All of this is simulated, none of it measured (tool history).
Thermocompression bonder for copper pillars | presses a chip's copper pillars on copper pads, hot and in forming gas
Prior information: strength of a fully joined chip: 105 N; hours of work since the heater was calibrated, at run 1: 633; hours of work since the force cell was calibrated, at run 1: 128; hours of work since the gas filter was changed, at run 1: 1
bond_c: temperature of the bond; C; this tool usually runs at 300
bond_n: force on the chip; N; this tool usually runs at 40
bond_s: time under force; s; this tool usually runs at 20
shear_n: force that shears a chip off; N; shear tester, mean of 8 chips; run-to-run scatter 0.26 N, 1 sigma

run,day,bond_c,bond_n,bond_s,hours of work since the heater was calibrated,hours of work since the force cell was calibrated,hours of work since the gas filter was changed,shear_n
1,0,300,40,20,633,128,1,41.1
2,3.921,300,40,20,678,173,46,40.7
3,5.65,300,40,20,697,193,66,40.6
4,7.638,300,40,20,720,215,89,40.3
5,10.388,300,40,20,752,247,121,39.7
6,12.546,300,34,20,777,272,145,36
# day 14.704: forming gas filter changed
7,16.783,300,40,20,825,320,24,40.6
8,18.925,300,40,20,849,345,48,40.3
9,20.946,300,40,20,873,368,72,40.4
10,24.429,300,40,20,913,408,112,39.7
11,26.958,300,40,20,942,437,141,39.4
# day 29.642: forming gas filter changed
12,30.979,300,40,20,988,483,15,41.1
13,34.7,300,40,20,1030,525,58,40.2
# day 35.175: heater calibrated with a thermocouple chip
14,37.092,276,40,20,22,552,85,32.4
15,41.117,276,27,20,68,598,131,25.7
16,43.329,300,40,21,94,624,156,41.8
# day 44.5: forming gas filter changed
17,45.962,300,40,20,124,654,17,42.6
18,49.25,300,40,20,161,691,55,42.1
19,51.971,300,40,20,193,723,86,41.8
20,55.479,294,40,20,233,763,126,38.8
# day 59.379: forming gas filter changed
21,59.392,294,40,20,277,807,0,40.2
22,61.471,294,40,20,301,831,24,39.4
23,65.488,294,40,20,347,877,70,39.5

The next listed run, before its measurement:
24,67.75,294,40,20,373,903,96,?

{"run 24": {"shear_n": 39}}
Take away the tool's hidden state, keep the run-to-run variation as it was, and the same run would have given shear_n 39.8 N.

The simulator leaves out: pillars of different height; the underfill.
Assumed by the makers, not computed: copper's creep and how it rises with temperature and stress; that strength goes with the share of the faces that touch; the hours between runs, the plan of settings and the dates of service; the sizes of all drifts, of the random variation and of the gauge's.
